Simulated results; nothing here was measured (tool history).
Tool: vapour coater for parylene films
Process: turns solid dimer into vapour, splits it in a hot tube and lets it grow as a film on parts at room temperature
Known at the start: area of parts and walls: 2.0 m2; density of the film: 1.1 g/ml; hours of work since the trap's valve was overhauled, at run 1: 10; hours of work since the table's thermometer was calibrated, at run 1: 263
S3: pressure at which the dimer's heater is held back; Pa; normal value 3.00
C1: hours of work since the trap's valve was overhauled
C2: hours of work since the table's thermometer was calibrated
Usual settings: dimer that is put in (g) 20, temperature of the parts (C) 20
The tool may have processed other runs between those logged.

Run 1, hour 0.0: usual settings; C1 10; C2 263. Result: thickness of the film (um) 5.65.
Run 2, hour 10.9: usual settings; C1 17; C2 270. Result: thickness of the film (um) 5.66.
Run 3, hour 22.1: usual settings; C1 25; C2 278. Result: thickness of the film (um) 5.59.
Run 4, hour 32.2: usual settings but S3 2.45 Pa; C1 32; C2 285. Result: thickness of the film (um) 5.83.
Run 5, hour 40.4: usual settings but dimer that is put in (g) 30; C1 37; C2 290. Result: thickness of the film (um) 8.22.
Run 6, hour 50.3: usual settings but dimer that is put in (g) 30; C1 44; C2 297. Result: thickness of the film (um) 8.44.
Run 7, hour 62.9: usual settings but dimer that is put in (g) 30; C1 53; C2 306. Result: thickness of the film (um) 8.26.
Run 8, hour 74.4: usual settings but S3 2.19 Pa; C1 60; C2 314. Result: thickness of the film (um) 5.90.
Run 9, hour 83.0: usual settings but S3 2.19 Pa; C1 66; C2 319. Result: thickness of the film (um) 5.94.
Run 10, hour 90.7: usual settings but S3 2.19 Pa; C1 71; C2 325. Result: thickness of the film (um) 5.92.
Run 11, hour 104.5: usual settings but S3 2.19 Pa; C1 81; C2 334. Result: thickness of the film (um) 5.91.
Run 12, hour 116.2: usual settings but S3 2.19 Pa; C1 89; C2 342. Result: thickness of the film (um) 5.81.
Run 13, hour 130.7: usual settings but S3 3.61 Pa; C1 99; C2 352. Result: thickness of the film (um) 5.16.
Run 14, hour 143.5: usual settings but S3 3.61 Pa; C1 107; C2 361. Result: thickness of the film (um) 5.22.
Run 15, hour 154.0: usual settings but S3 8.73 Pa; C1 115; C2 368. Result: thickness of the film (um) 4.09.
Run 16, hour 162.4: usual settings but S3 8.73 Pa; C1 120; C2 373. Result: thickness of the film (um) 4.19.
Run 17, hour 177.6: usual settings but S3 8.73 Pa; C1 131; C2 384. Result: thickness of the film (um) 4.13.
Run 18, hour 190.9: usual settings but S3 8.73 Pa; C1 140; C2 393. Result: thickness of the film (um) 4.05.
Run 19, hour 201.8: usual settings but dimer that is put in (g) 12, temperature of the parts (C) 19, S3 5.32 Pa; C1 147; C2 400. Result: thickness of the film (um) 2.85.
Run 20, hour 217.0: usual settings but dimer that is put in (g) 10, temperature of the parts (C) 15; C1 157; C2 411. Result: thickness of the film (um) 3.16.
Run 21, hour 225.0: usual settings but dimer that is put in (g) 10, temperature of the parts (C) 16; C1 163; C2 416. Result: thickness of the film (um) 3.00.
Run 22, hour 235.1: usual settings but dimer that is put in (g) 19, temperature of the parts (C) 16, S3 4.97 Pa; C1 170; C2 423. Result: thickness of the film (um) 5.12.
Run 23, hour 244.8: usual settings but dimer that is put in (g) 19, temperature of the parts (C) 16, S3 4.97 Pa; C1 176; C2 430. Result: thickness of the film (um) 5.13.
Run 24, hour 255.7: usual settings but dimer that is put in (g) 36, temperature of the parts (C) 21, S3 2.43 Pa; C1 184; C2 437. Result: thickness of the film (um) 9.45.
Run 25, hour 262.9: usual settings but temperature of the parts (C) 13, S3 5.77 Pa; C1 189; C2 442. Result: thickness of the film (um) 5.75.
Run 26, hour 275.1: usual settings but temperature of the parts (C) 13, S3 5.77 Pa; C1 197; C2 450. Result: thickness of the film (um) 5.65.
Run 27, hour 289.4: usual settings but dimer that is put in (g) 18, temperature of the parts (C) 30, S3 5.00 Pa; C1 207; C2 460. Result: thickness of the film (um) 2.80.
Run 28, hour 299.5: usual settings but dimer that is put in (g) 18, temperature of the parts (C) 30, S3 5.00 Pa; C1 214; C2 467. Result: thickness of the film (um) 2.76.
At hour 315.1: trap's valve overhauled.
Run 29, hour 316.3: usual settings but dimer that is put in (g) 12, temperature of the parts (C) 22, S3 5.00 Pa; C1 1; C2 476. Result: thickness of the film (um) 2.82.

Consider 4 possible next runs. They are alternatives, not a sequence: every one starts from the tool as it was left by run 29. What does each give?
Run A, hour 324.6: usual settings but dimer that is put in (g) 8, temperature of the parts (C) 26, S3 5.96 Pa; C1 7; C2 481. Result: thickness of the film (um) ?.
Run B, hour 324.6: usual settings but S3 10.13 Pa; C1 7; C2 481. Result: thickness of the film (um) ?.
Run C, hour 324.6: usual settings but dimer that is put in (g) 14, temperature of the parts (C) 26; C1 7; C2 481. Result: thickness of the film (um) ?.
Run D, hour 324.6: usual settings but dimer that is put in (g) 12, temperature of the parts (C) 18, S3 6.57 Pa; C1 7; C2 481. Result: thickness of the film (um) ?.

run  thickness of the film (um)
  A                        1.56
  B                        4.33
  C                        3.16
  D                        3.08
The same runs, with their run-to-run variation unchanged, on a tool lacking any hidden condition would have given:
run  thickness of the film (um)
  A                        1.55
  B                        4.32
  C                        3.15
  D                        3.07
